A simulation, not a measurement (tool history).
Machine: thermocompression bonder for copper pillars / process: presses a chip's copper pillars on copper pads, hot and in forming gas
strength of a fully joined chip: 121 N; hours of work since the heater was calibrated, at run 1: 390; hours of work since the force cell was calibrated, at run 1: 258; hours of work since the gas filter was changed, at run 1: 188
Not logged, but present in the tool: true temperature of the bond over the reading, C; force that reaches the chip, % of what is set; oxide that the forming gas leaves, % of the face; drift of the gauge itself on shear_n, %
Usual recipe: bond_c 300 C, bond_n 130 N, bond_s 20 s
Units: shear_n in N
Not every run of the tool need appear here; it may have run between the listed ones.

run,hour,bond_c,bond_n,bond_s,hours of work since the heater was calibrated,hours of work since the force cell was calibrated,hours of work since the gas filter was changed,shear_n
1,0.0,300,130,20,390,258,188,40.4
# hour 11.5: forming gas filter changed
2,19.6,300,130,20,400,268,4,44.1
3,40.5,300,146,20,411,278,15,47.0
4,58.5,300,146,20,420,288,24,47.1
5,79.6,300,146,20,431,299,35,46.7
6,90.8,300,146,12,437,305,41,38.6
7,102.8,300,146,12,443,311,47,36.9
8,125.9,300,146,12,455,323,59,37.8
9,138.6,300,146,12,462,329,66,36.7
10,155.2,300,146,12,470,338,74,36.3
11,174.5,300,121,22,480,348,84,40.1
12,199.2,300,130,54,493,361,97,58.5
13,225.7,300,130,54,507,374,111,58.0
14,242.0,315,78,20,515,383,119,36.0
15,262.3,315,145,11,526,393,130,40.8
16,287.5,315,145,11,539,407,143,41.7
17,308.9,276,135,19,550,418,154,25.5

Describe how what the log doesn't record of the tool's condition differs between the last listed run preceding each entry between runs and the first listed run following it.
Logged between run 1 and run 2: forming gas filter changed (hour 11.5)
  true temperature of the bond over the reading, C: -8.3 -> -8.5; force that reaches the chip, % of what is set: 98 -> 97.9; oxide that the forming gas leaves, % of the face: 10.88 -> 0.87
  difference, measured minus the result without the unlogged condition, shear_n: -11.3 -> -6.8 N
